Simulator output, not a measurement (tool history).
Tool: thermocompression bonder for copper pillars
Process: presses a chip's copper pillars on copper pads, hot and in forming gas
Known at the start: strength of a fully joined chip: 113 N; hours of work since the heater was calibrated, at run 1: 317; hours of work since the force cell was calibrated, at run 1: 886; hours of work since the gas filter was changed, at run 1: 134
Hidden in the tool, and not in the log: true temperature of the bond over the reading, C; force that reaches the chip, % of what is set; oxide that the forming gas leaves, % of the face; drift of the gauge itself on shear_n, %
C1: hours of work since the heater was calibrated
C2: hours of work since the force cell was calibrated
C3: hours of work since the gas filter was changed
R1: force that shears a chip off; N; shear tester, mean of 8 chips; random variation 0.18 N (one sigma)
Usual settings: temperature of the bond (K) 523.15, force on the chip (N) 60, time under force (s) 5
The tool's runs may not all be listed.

{"run": 1, "hour": 0.0, "temperature of the bond (K)": 523.15, "force on the chip (N)": 60, "time under force (s)": 5, "C1": 317, "C2": 886, "C3": 134, "R1": 43.7}
{"run": 2, "hour": 11.1, "temperature of the bond (K)": 525.15, "force on the chip (N)": 60, "time under force (s)": 5, "C1": 325, "C2": 894, "C3": 143, "R1": 45}
{"run": 3, "hour": 16.5, "temperature of the bond (K)": 525.15, "force on the chip (N)": 60, "time under force (s)": 5, "C1": 329, "C2": 898, "C3": 147, "R1": 44.8}
{"run": 4, "hour": 24.2, "temperature of the bond (K)": 525.15, "force on the chip (N)": 60, "time under force (s)": 5, "C1": 335, "C2": 904, "C3": 153, "R1": 45.3}
{"run": 5, "hour": 33.5, "temperature of the bond (K)": 523.15, "force on the chip (N)": 60, "time under force (s)": 5, "C1": 342, "C2": 911, "C3": 160, "R1": 43.3}
{"run": 6, "hour": 41.8, "temperature of the bond (K)": 523.15, "force on the chip (N)": 60, "time under force (s)": 10, "C1": 348, "C2": 918, "C3": 166, "R1": 56.6}
{"run": 7, "hour": 47.6, "temperature of the bond (K)": 523.15, "force on the chip (N)": 60, "time under force (s)": 5, "C1": 352, "C2": 922, "C3": 170, "R1": 43.6}
{"run": 8, "hour": 57.3, "temperature of the bond (K)": 523.15, "force on the chip (N)": 60, "time under force (s)": 5, "C1": 360, "C2": 929, "C3": 178, "R1": 43.5}
{"run": 9, "hour": 69.6, "temperature of the bond (K)": 518.15, "force on the chip (N)": 60, "time under force (s)": 5, "C1": 369, "C2": 938, "C3": 187, "R1": 40.6}
{"run": 10, "hour": 75.7, "temperature of the bond (K)": 523.15, "force on the chip (N)": 60, "time under force (s)": 3, "C1": 374, "C2": 943, "C3": 191, "R1": 35.5}
{"run": 11, "hour": 85.5, "temperature of the bond (K)": 523.15, "force on the chip (N)": 60, "time under force (s)": 3, "C1": 381, "C2": 951, "C3": 199, "R1": 35.5}
{"run": 12, "hour": 97.3, "temperature of the bond (K)": 523.15, "force on the chip (N)": 60, "time under force (s)": 3, "C1": 390, "C2": 959, "C3": 208, "R1": 35.3}
{"run": 13, "hour": 103.1, "temperature of the bond (K)": 523.15, "force on the chip (N)": 60, "time under force (s)": 5, "C1": 394, "C2": 964, "C3": 212, "R1": 43.6}
{"run": 14, "hour": 114.3, "temperature of the bond (K)": 523.15, "force on the chip (N)": 60, "time under force (s)": 5, "C1": 403, "C2": 972, "C3": 221, "R1": 43.8}
{"run": 15, "hour": 121.2, "temperature of the bond (K)": 502.15, "force on the chip (N)": 60, "time under force (s)": 5, "C1": 408, "C2": 977, "C3": 226, "R1": 31.4}
{"run": 16, "hour": 126.8, "temperature of the bond (K)": 523.15, "force on the chip (N)": 60, "time under force (s)": 5, "C1": 412, "C2": 982, "C3": 230, "R1": 43.7}
{"run": 17, "hour": 134.5, "temperature of the bond (K)": 523.15, "force on the chip (N)": 60, "time under force (s)": 5, "C1": 418, "C2": 988, "C3": 236, "R1": 43.6}
{"run": 18, "hour": 142.8, "temperature of the bond (K)": 523.15, "force on the chip (N)": 60, "time under force (s)": 5, "C1": 424, "C2": 994, "C3": 242, "R1": 43.6}
{"run": 19, "hour": 148.1, "temperature of the bond (K)": 523.15, "force on the chip (N)": 60, "time under force (s)": 5, "C1": 428, "C2": 998, "C3": 246, "R1": 43.6}
{"run": 20, "hour": 156.3, "temperature of the bond (K)": 523.15, "force on the chip (N)": 60, "time under force (s)": 5, "C1": 435, "C2": 1004, "C3": 252, "R1": 43.7}
{"run": 21, "hour": 166.1, "temperature of the bond (K)": 523.15, "force on the chip (N)": 60, "time under force (s)": 5, "C1": 442, "C2": 1011, "C3": 260, "R1": 43.4}
{"run": 22, "hour": 174.0, "temperature of the bond (K)": 510.15, "force on the chip (N)": 47, "time under force (s)": 7, "C1": 448, "C2": 1017, "C3": 266, "R1": 35.6}
{"run": 23, "hour": 183.4, "temperature of the bond (K)": 546.15, "force on the chip (N)": 50, "time under force (s)": 14, "C1": 455, "C2": 1024, "C3": 273, "R1": 73.8}
{"run": 24, "hour": 188.6, "temperature of the bond (K)": 546.15, "force on the chip (N)": 50, "time under force (s)": 14, "C1": 459, "C2": 1028, "C3": 277, "R1": 74.2}
{"run": 25, "hour": 195.2, "temperature of the bond (K)": 549.15, "force on the chip (N)": 37, "time under force (s)": 6, "C1": 464, "C2": 1033, "C3": 282, "R1": 51.2}
{"run": 26, "hour": 204.3, "temperature of the bond (K)": 549.15, "force on the chip (N)": 37, "time under force (s)": 6, "C1": 471, "C2": 1040, "C3": 289, "R1": 51}
{"run": 27, "hour": 216.6, "temperature of the bond (K)": 549.15, "force on the chip (N)": 37, "time under force (s)": 6, "C1": 480, "C2": 1050, "C3": 298, "R1": 50.9}
{"run": 28, "hour": 226.8, "temperature of the bond (K)": 529.15, "force on the chip (N)": 60, "time under force (s)": 9, "C1": 488, "C2": 1057, "C3": 306, "R1": 58.3}
{"run": 29, "hour": 235.9, "temperature of the bond (K)": 515.15, "force on the chip (N)": 60, "time under force (s)": 3, "C1": 495, "C2": 1064, "C3": 312, "R1": 31.5}
{"run": 30, "hour": 247.2, "temperature of the bond (K)": 512.15, "force on the chip (N)": 53, "time under force (s)": 5, "C1": 503, "C2": 1073, "C3": 321, "R1": 34.4}
{"run": 31, "hour": 252.7, "temperature of the bond (K)": 536.15, "force on the chip (N)": 73, "time under force (s)": 3, "C1": 507, "C2": 1077, "C3": 325, "R1": 47.3}
{"run": 32, "hour": 265.4, "temperature of the bond (K)": 518.15, "force on the chip (N)": 47, "time under force (s)": 3, "C1": 517, "C2": 1086, "C3": 335, "R1": 28.5}
{"run": 33, "hour": 278.1, "temperature of the bond (K)": 507.15, "force on the chip (N)": 60, "time under force (s)": 6, "C1": 527, "C2": 1096, "C3": 344, "R1": 36.6}
{"run": 34, "hour": 285.6, "temperature of the bond (K)": 523.15, "force on the chip (N)": 80, "time under force (s)": 10, "C1": 532, "C2": 1102, "C3": 350, "R1": 64}
{"run": 35, "hour": 297.7, "temperature of the bond (K)": 523.15, "force on the chip (N)": 80, "time under force (s)": 10, "C1": 541, "C2": 1111, "C3": 359, "R1": 63.7}
{"run": 36, "hour": 303.6, "temperature of the bond (K)": 499.15, "force on the chip (N)": 60, "time under force (s)": 8, "C1": 546, "C2": 1115, "C3": 364, "R1": 36.2}

Forecast run 37:
{"run": 37, "hour": 313.7, "temperature of the bond (K)": 538.15, "force on the chip (N)": 67, "time under force (s)": 4, "C1": 554, "C2": 1123, "C3": 371, "R1": "?"}

{"run 37": {"R1": 51.8}}
Without the tool's hidden state the same run would have given R1 54.3 N.
